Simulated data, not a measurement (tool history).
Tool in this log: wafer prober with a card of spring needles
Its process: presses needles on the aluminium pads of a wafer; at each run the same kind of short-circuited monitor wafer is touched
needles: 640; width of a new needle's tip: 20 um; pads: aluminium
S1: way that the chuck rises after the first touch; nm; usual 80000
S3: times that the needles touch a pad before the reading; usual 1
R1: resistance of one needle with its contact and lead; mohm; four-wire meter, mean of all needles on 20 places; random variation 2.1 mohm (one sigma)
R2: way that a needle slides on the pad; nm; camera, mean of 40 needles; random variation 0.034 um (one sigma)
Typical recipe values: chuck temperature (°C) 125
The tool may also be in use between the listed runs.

{"run": 1, "hour": 0.0, "S1": 80000, "chuck temperature (°C)": 125, "S3": 1, "R1": 264, "R2": 11220}
{"run": 2, "hour": 13.4, "S1": 60000, "chuck temperature (°C)": 125, "S3": 1, "R1": 308, "R2": 8260}
{"run": 3, "hour": 25.6, "S1": 60000, "chuck temperature (°C)": 125, "S3": 1, "R1": 248, "R2": 8310}
{"run": 4, "hour": 39.6, "S1": 80000, "chuck temperature (°C)": 53, "S3": 1, "R1": 241, "R2": 11130}
{"run": 5, "hour": 59.1, "S1": 80000, "chuck temperature (°C)": 53, "S3": 1, "R1": 237, "R2": 11150}
{"run": 6, "hour": 74.7, "S1": 80000, "chuck temperature (°C)": 53, "S3": 1, "R1": 255, "R2": 11120}
{"run": 7, "hour": 86.3, "S1": 63000, "chuck temperature (°C)": 53, "S3": 1, "R1": 228, "R2": 8590}
{"run": 8, "hour": 103.7, "S1": 79000, "chuck temperature (°C)": 27, "S3": 1, "R1": 250, "R2": 10930}
{"run": 9, "hour": 120.5, "S1": 79000, "chuck temperature (°C)": 29, "S3": 1, "R1": 235, "R2": 11000}
{"run": 10, "hour": 132.8, "S1": 63000, "chuck temperature (°C)": 125, "S3": 1, "R1": 282, "R2": 8610}
{"run": 11, "hour": 142.8, "S1": 99000, "chuck temperature (°C)": 76, "S3": 2, "R1": 234, "R2": 13860}
{"run": 12, "hour": 152.5, "S1": 99000, "chuck temperature (°C)": 76, "S3": 2, "R1": 232, "R2": 13800}

Between the runs listed above, the log contained 15 entries, not reproduced here. Where in the sequence does each belong, and how does what the log doesn't record of the tool's condition differ from the listed run before to the listed run after?
Between runs 1 and 2: tips cleaned on abrasive film (hour 4.5)
  debris on the tips, nm: 78.9 -> 106.4; way that the needles fall short of the set height, um: 2.9 -> 2.98; tips' diameter, um: 21.02 -> 21.04
  measured value less the no-hidden-state value, R1: +28 -> +63 mohm; R2: -420 -> -430 nm
Between runs 2 and 3: tips cleaned on abrasive film (hour 15.2); tips cleaned on abrasive film (hour 25.6)
  debris on the tips, nm: 106.4 -> 5.8; way that the needles fall short of the set height, um: 2.98 -> 3.1; tips' diameter, um: 21.04 -> 21.09
  measured value less the no-hidden-state value, R1: +63 -> +6 mohm; R2: -430 -> -460 nm
Between runs 3 and 4: tips cleaned on abrasive film (hour 35.3)
  debris on the tips, nm: 5.8 -> 66.2; way that the needles fall short of the set height, um: 3.1 -> 3.18; tips' diameter, um: 21.09 -> 21.11
  measured value less the no-hidden-state value, R1: +6 -> +26 mohm; R2: -460 -> -460 nm
Between runs 4 and 5: tips cleaned on abrasive film (hour 45.3); tips cleaned on abrasive film (hour 55.6)
  debris on the tips, nm: 66.2 -> 54.7; way that the needles fall short of the set height, um: 3.18 -> 3.3; tips' diameter, um: 21.11 -> 21.15
  measured value less the no-hidden-state value, R1: +26 -> +22 mohm; R2: -460 -> -470 nm
Between runs 5 and 6: tips cleaned on abrasive film (hour 65.7)
  debris on the tips, nm: 54.7 -> 105.2; way that the needles fall short of the set height, um: 3.3 -> 3.38; tips' diameter, um: 21.15 -> 21.18
  measured value less the no-hidden-state value, R1: +22 -> +41 mohm; R2: -470 -> -490 nm
Between runs 6 and 7: tips cleaned on abrasive film (hour 76.1); tips cleaned on abrasive film (hour 86.3)
  debris on the tips, nm: 105.2 -> 10.9; way that the needles fall short of the set height, um: 3.38 -> 3.52; tips' diameter, um: 21.18 -> 21.23
  measured value less the no-hidden-state value, R1: +41 -> +8 mohm; R2: -490 -> -510 nm
Between runs 7 and 8: tips cleaned on abrasive film (hour 96.2)
  debris on the tips, nm: 10.9 -> 93.3; way that the needles fall short of the set height, um: 3.52 -> 3.61; tips' diameter, um: 21.23 -> 21.26
  measured value less the no-hidden-state value, R1: +8 -> +40 mohm; R2: -510 -> -530 nm
Between runs 8 and 9: tips cleaned on abrasive film (hour 107.2); tips cleaned on abrasive film (hour 117.0)
  debris on the tips, nm: 93.3 -> 52.6; way that the needles fall short of the set height, um: 3.61 -> 3.75; tips' diameter, um: 21.26 -> 21.31
  measured value less the no-hidden-state value, R1: +40 -> +23 mohm; R2: -530 -> -550 nm
Between runs 9 and 10: tips cleaned on abrasive film (hour 127.1)
  debris on the tips, nm: 52.6 -> 75.8; way that the needles fall short of the set height, um: 3.75 -> 3.83; tips' diameter, um: 21.31 -> 21.34
  measured value less the no-hidden-state value, R1: +23 -> +43 mohm; R2: -550 -> -560 nm
Between runs 10 and 11: tips cleaned on abrasive film (hour 137.4)
  debris on the tips, nm: 75.8 -> 77.6; way that the needles fall short of the set height, um: 3.83 -> 3.91; tips' diameter, um: 21.34 -> 21.37
  measured value less the no-hidden-state value, R1: +43 -> +14 mohm; R2: -560 -> -570 nm
Between runs 11 and 12: tips cleaned on abrasive film (hour 147.7)
  debris on the tips, nm: 77.6 -> 67.7; way that the needles fall short of the set height, um: 3.91 -> 3.98; tips' diameter, um: 21.37 -> 21.39
  measured value less the no-hidden-state value, R1: +14 -> +12 mohm; R2: -570 -> -570 nm
